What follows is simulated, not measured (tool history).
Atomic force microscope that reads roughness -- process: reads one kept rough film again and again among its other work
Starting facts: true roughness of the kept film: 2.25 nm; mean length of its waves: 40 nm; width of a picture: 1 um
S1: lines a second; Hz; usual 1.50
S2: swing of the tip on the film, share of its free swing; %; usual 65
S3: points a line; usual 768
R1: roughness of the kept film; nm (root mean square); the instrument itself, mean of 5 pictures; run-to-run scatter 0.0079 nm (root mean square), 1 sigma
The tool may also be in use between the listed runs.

run   hour    S1  S2   S3     R1
  1    0.0  1.50  65  768  1.976
       5.7  -- new tip fitted
  2    8.0  1.70  65  768  2.079
  3   16.2  1.70  65  768  2.085
  4   25.2  1.70  65  768  2.050
  5   35.9  1.70  65  768  2.031
  6   46.4  1.50  65  768  2.051
  7   54.6  1.50  65  768  2.024
  8   66.0  1.50  65  768  2.023
  9   71.7  1.50  65  344  2.003
 10   82.3  1.50  65  344  2.002
 11   93.0  1.50  65  344  1.981
      99.2  -- new tip fitted
 12  101.6  1.50  65  344  2.080
 13  113.1  1.50  65  344  2.063
 14  123.6  1.50  65  344  2.061
 15  135.0  1.50  65  344  2.033
 16  142.7  3.54  65  768  1.950
 17  152.8  3.54  65  768  1.934
 18  161.1  3.54  65  768  1.923
 19  168.9  3.54  65  768  1.910
 20  175.4  1.50  65  768  2.007
 21  183.0  1.50  65  748  1.979
     191.8  -- new tip fitted
 22  193.2  1.50  65  748  2.095
 23  202.0  0.79  65  768  2.112
 24  210.2  1.09  68  447  2.084
 25  219.4  3.59  58  889  2.017
 26  230.7  1.19  84  637  1.957
 27  240.0  3.06  65  946  1.950
 28  248.3  2.49  73  518  1.916
 29  253.9  2.41  74  842  1.904
 30  263.6  2.59  63  275  1.955
 31  275.7  1.50  65  523  1.991
     285.0  -- new tip fitted
 32  286.6  1.23  68  523  2.095
 33  295.6  1.28  81  517  2.006
 34  305.8  1.28  63  660  2.083
 35  317.5  2.71  67  398  1.963
 36  323.9  3.97  58  373  2.003
 37  335.6  3.97  58  373  1.976
 38  345.4  1.50  84  324  1.892

Run 39 has not been measured yet. What should we expect?
 39  357.5  0.95  55  839   ?

Run 39 measured R1 2.069 nm (root mean square).
Minus the tool's unlogged condition, the same run would have read R1 2.150 nm (root mean square).
